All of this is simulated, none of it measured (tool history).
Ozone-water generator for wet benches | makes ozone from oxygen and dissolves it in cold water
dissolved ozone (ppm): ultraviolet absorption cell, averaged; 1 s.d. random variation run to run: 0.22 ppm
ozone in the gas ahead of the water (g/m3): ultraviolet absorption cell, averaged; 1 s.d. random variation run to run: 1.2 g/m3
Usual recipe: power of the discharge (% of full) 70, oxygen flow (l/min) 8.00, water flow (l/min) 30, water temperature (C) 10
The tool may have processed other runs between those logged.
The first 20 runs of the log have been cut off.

| run | hour | power of the discharge (% of full) | oxygen flow (l/min) | water flow (l/min) | water temperature (C) | dissolved ozone (ppm) | ozone in the gas ahead of the water (g/m3) |
|---|---|---|---|---|---|---|---|
| 21 | 1639.2 | 81 | 8.00 | 22 | 10 | 44.4 | 252.8 |
| 22 | 1717.8 | 81 | 8.00 | 22 | 7 | 46.3 | 251.0 |
| 23 | 1790.4 | 81 | 8.00 | 22 | 7 | 46.1 | 250.3 |
| 24 | 1863.2 | 81 | 7.94 | 20 | 7 | 49.6 | 252.6 |
| 25 | 1926.6 | 81 | 7.94 | 20 | 8 | 48.7 | 251.0 |
| 26 | 2032.1 | 71 | 4.27 | 20 | 8 | 44.5 | 335.1 |
| 27 | 2132.3 | 71 | 4.27 | 20 | 8 | 44.6 | 332.5 |
| 28 | 2188.5 | 71 | 4.27 | 20 | 8 | 43.6 | 333.7 |
| 29 | 2255.4 | 70 | 4.11 | 30 | 5 | 30.8 | 336.5 |
| 30 | 2351.5 | 70 | 4.11 | 18 | 7 | 47.8 | 338.0 |
| 31 | 2410.2 | 70 | 4.11 | 18 | 7 | 48.4 | 338.7 |
| 32 | 2465.5 | 70 | 4.11 | 18 | 7 | 48.1 | 339.7 |
| 33 | 2575.0 | 98 | 4.64 | 27 | 12 | 41.9 | 398.9 |

4 options for the next run, each taken on its own from the tool as it stands now. Forecast them:
| A | 2620.4 | 56 | 10.06 | 29 | 12 | ? | ? |
| B | 2620.4 | 70 | 8.00 | 19 | 10 | ? | ? |
| C | 2620.4 | 70 | 5.62 | 30 | 10 | ? | ? |
| D | 2620.4 | 46 | 5.01 | 28 | 10 | ? | ? |

| run | dissolved ozone (ppm) | ozone in the gas ahead of the water (g/m3) |
|---|---|---|
| A | 26.9 | 169.2 |
| B | 43.6 | 228.1 |
| C | 31.1 | 280.9 |
| D | 24.3 | 221.6 |
With no hidden state in the tool, these same runs would have given:
| run | dissolved ozone (ppm) | ozone in the gas ahead of the water (g/m3) |
|---|---|---|
| A | 27.0 | 169.4 |
| B | 43.7 | 228.3 |
| C | 31.2 | 281.2 |
| D | 24.4 | 221.7 |
